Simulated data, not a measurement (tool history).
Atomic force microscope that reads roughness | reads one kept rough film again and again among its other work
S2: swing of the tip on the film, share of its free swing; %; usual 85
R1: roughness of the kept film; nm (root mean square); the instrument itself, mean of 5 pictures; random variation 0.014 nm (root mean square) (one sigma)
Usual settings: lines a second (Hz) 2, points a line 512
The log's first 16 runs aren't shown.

Run 17, day 10.179: usual settings. Result: R1 3.045 nm (root mean square).
Run 18, day 10.938: usual settings. Result: R1 2.945 nm (root mean square).
Run 19, day 11.633: usual settings. Result: R1 2.867 nm (root mean square).
Run 20, day 12.029: usual settings. Result: R1 2.838 nm (root mean square).
Run 21, day 12.396: usual settings. Result: R1 2.829 nm (root mean square).
At day 12.783: new tip fitted.
Run 22, day 12.879: usual settings. Result: R1 3.421 nm (root mean square).
Run 23, day 13.279: usual settings but S2 66 %. Result: R1 3.724 nm (root mean square).
Run 24, day 14.142: usual settings but S2 66 %. Result: R1 3.591 nm (root mean square).
Run 25, day 14.667: usual settings but S2 66 %. Result: R1 3.526 nm (root mean square).
Run 26, day 15.542: usual settings but S2 66 %, points a line 640. Result: R1 3.418 nm (root mean square).
Run 27, day 16.233: usual settings but lines a second (Hz) 0.94, points a line 258. Result: R1 3.243 nm (root mean square).
Run 28, day 16.888: usual settings but lines a second (Hz) 0.95, points a line 777. Result: R1 3.206 nm (root mean square).
At day 17.008: height scale calibrated on a step standard.
Run 29, day 17.696: usual settings but lines a second (Hz) 0.71, S2 64 %, points a line 387. Result: R1 3.28 nm (root mean square).
Run 30, day 18.262: usual settings but lines a second (Hz) 0.54, S2 81 %, points a line 299. Result: R1 3.158 nm (root mean square).
At day 18.583: new tip fitted.
Run 31, day 18.717: usual settings but lines a second (Hz) 0.54, S2 81 %, points a line 299. Result: R1 3.916 nm (root mean square).
Run 32, day 19.112: usual settings but lines a second (Hz) 0.55, points a line 373. Result: R1 3.815 nm (root mean square).

Run 33 comes next. What will it give?
Run 33, day 19.838: usual settings but S2 71 %. Result: R1 ?.

Run 33 gave R1 3.608 nm (root mean square).
Without the tool's hidden state the same run would have given R1 3.744 nm (root mean square).
